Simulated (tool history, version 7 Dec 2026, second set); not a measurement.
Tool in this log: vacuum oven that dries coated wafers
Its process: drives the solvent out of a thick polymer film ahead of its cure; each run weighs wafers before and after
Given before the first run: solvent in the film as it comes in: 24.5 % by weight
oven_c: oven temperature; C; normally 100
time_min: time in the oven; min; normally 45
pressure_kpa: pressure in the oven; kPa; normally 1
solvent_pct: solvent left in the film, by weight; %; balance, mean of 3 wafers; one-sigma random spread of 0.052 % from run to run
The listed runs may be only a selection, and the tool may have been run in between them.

run     day  oven_c  time_min  pressure_kpa  solvent_pct
  1       0     100        45             1         1.65
  2   0.888     100        45             1         1.63
  3   2.842     100        45             1         1.71
  4   4.054     100        45             1         1.68
  5   5.471     100        45             1         1.72
  6   6.912     100        45             1         1.82
  7   8.658     100        45             1         1.75
  8  10.158     100        45             1         1.73
  9  11.362     100        45             1         1.75
 10  12.854     100        45          2.92         2.66
 11  13.988     100        45          2.92         2.73
 12  15.408     100        24          2.92         5.74
 13  16.762     100        24          2.92         5.12
 14  18.142     100        45          1.28         1.67
 15  20.121     108        45          1.28         0.69
 16  22.133     100        45             1         1.58
 17  23.079     100        45             1         1.35
 18  25.042     100        45             1          1.3
 19  27.038     100        45             1          1.4
 20  28.996      90        45             1         4.52
 21  29.983      90        45             1         4.69
 22  30.842      99        45             1         1.49
 23    32.5      99        45             1         1.73
 24  34.412      99        45             1         1.64
 25  36.383     113        33          1.15         0.53
 26  37.625     103        39             1          1.3
 27  38.725     103        39             1         1.26
 28  39.712     100        30          0.85         3.06
 29  40.654     100        30          0.85         3.04
 30  42.612     100        45           0.6         1.34
 31  43.567     100        45           0.6         1.32
 32  44.604     102        74          1.42         0.85
 33  46.562     102        74          1.42          0.8
 34  48.446     102        74          1.42         0.72
 35  49.892      88        60             1         4.08
 36  51.221      96        60             1         1.63
 37  53.092     108        34          2.08         1.31
 38  54.479      92        33          0.94         6.13
 39  56.275     104        26          0.55         2.47
 40  57.525     104        26          0.55         2.45
 41  59.021     104        26          0.55         2.51
 42  60.483     100        25             1          4.4
 43  62.529      91        55          1.38          3.8
 44  63.596     104        50          0.64         0.69
 45  65.496     101        78             1         0.73
 46  66.388      99        45          0.77         1.87
 47  67.683      99        45          0.77         1.84

Missing from the log above: 2 entries noted between runs. For each, name the pair of listed runs it sits between and say how the tool's hidden condition differs from the listed run just before to the listed run just after:
Between runs 12 and 13: oven's thermocouples calibrated (day 16.762)
  true wafer temperature over the reading, C: -1.75 -> -0.14; true pressure over the reading, kPa: 0.389 -> 0.399
  measured value less the no-hidden-state value, solvent_pct: +0.93 -> +0.22 %
Between runs 16 and 17: vacuum gauge cleaned of residue and calibrated (day 23.046)
  true wafer temperature over the reading, C: -0.26 -> -0.28; true pressure over the reading, kPa: 0.442 -> 0.002
  measured value less the no-hidden-state value, solvent_pct: +0.26 -> +0.05 %

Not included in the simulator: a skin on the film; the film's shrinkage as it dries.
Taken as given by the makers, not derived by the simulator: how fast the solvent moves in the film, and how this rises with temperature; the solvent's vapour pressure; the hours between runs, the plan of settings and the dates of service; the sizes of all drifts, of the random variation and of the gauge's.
